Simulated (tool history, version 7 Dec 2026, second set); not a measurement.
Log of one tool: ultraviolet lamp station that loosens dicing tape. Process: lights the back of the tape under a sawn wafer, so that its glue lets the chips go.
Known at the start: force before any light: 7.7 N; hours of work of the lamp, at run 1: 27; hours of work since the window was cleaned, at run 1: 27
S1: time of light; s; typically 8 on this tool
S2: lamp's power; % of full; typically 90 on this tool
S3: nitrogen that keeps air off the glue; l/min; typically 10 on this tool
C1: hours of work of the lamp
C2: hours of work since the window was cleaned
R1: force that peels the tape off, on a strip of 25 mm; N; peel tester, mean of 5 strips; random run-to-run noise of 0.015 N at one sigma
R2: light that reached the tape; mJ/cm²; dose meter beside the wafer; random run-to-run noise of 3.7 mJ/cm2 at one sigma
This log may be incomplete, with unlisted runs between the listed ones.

run 1 hour=0.0 | S1=8 S2=90 S3=10 | C1=27 C2=27 | R1=0.772 R2=592
run 2 hour=18.0 | S1=8 S2=90 S3=10 | C1=41 C2=41 | R1=0.779 R2=592
run 3 hour=58.1 | S1=8 S2=90 S3=10 | C1=71 C2=71 | R1=0.816 R2=576
run 4 hour=97.4 | S1=8 S2=90 S3=10 | C1=101 C2=101 | R1=0.886 R2=562
run 5 hour=121.3 | S1=8 S2=90 S3=10 | C1=119 C2=119 | R1=0.897 R2=557
run 6 hour=156.3 | S1=8 S2=90 S3=10 | C1=146 C2=146 | R1=0.921 R2=536
run 7 hour=190.5 | S1=8 S2=81 S3=10 | C1=172 C2=172 | R1=1.152 R2=476
run 8 hour=222.6 | S1=8 S2=90 S3=10 | C1=196 C2=196 | R1=1.005 R2=517
run 9 hour=246.0 | S1=8 S2=90 S3=10 | C1=214 C2=214 | R1=1.008 R2=507
run 10 hour=276.3 | S1=8 S2=90 S3=6 | C1=237 C2=237 | R1=1.492 R2=501
run 11 hour=295.7 | S1=8 S2=62 S3=10 | C1=252 C2=252 | R1=1.948 R2=335
run 12 hour=324.9 | S1=8 S2=90 S3=3 | C1=274 C2=274 | R1=2.245 R2=487
run 13 hour=357.6 | S1=8 S2=90 S3=8 | C1=299 C2=299 | R1=1.350 R2=471
run 14 hour=385.1 | S1=8 S2=90 S3=8 | C1=320 C2=320 | R1=1.389 R2=461
run 15 hour=414.9 | S1=8 S2=90 S3=10 | C1=343 C2=343 | R1=1.246 R2=452
run 16 hour=445.4 | S1=6 S2=90 S3=11 | C1=366 C2=366 | R1=1.853 R2=339

Run 17 has not been measured yet. What should we expect?
run 17 hour=486.9 | S1=6 S2=90 S3=11 | C1=397 C2=397 | R1=? R2=?

{"run 17": {"R1": 1.923, "R2": 325}}
Had the tool carried no hidden state, the very same run would have given R1 1.134 N, R2 460 mJ/cm².
